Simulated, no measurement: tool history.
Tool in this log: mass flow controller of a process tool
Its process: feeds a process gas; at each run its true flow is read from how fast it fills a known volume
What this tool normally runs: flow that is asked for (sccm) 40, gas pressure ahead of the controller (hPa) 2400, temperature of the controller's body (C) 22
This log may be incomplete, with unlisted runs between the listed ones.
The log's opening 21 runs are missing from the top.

run	hour	flow that is asked for (sccm)	gas pressure ahead of the controller (hPa)	temperature of the controller's body (C)	hours of work since the controller was set to zero	hours of work since the controller was changed	true flow (%)
22	6163.9	48	1690	29	2868	2868	100.1
23	6476.9	48	1690	29	2976	2976	100.05
24	6671.5	31	2400	37	3043	3043	99.42
25	6993.6	40	1840	38	3153	3153	99.35
26	7241.9	16	2400	22	3239	3239	101.38
27	7465.4	22	2500	30	3316	3316	100.31
28	7770.7	22	2500	30	3421	3421	100.32
29	8035.8	20	1540	31	3512	3512	100.47
30	8359	40	1680	32	3623	3623	99.92
31	8736.1	40	1680	32	3753	3753	99.94
32	8988.4	37	2450	22	3839	3839	100.77
33	9255.5	37	2450	22	3931	3931	100.81
34	9484.2	14	2400	32	4010	4010	101.66
35	9793.4	14	2400	32	4116	4116	101.72
36	10213	40	2240	25	4260	4260	100.61
37	10436.8	40	2240	25	4337	4337	100.66

Below are 4 alternative next runs, each starting from the tool's condition after run 37. Predict each:
A	10679.3	21	1680	23	4421	4421	?
B	10679.3	40	2300	29	4421	4421	?
C	10679.3	46	2520	23	4421	4421	?
D	10679.3	6	1970	26	4421	4421	?

run	true flow (%)
A	101.35
B	100.43
C	100.97
D	107.74
The same runs, with their run-to-run variation unchanged, on a tool lacking any hidden condition would have given:
run	true flow (%)
A	98.98
B	99.4
C	100.13
D	98.28

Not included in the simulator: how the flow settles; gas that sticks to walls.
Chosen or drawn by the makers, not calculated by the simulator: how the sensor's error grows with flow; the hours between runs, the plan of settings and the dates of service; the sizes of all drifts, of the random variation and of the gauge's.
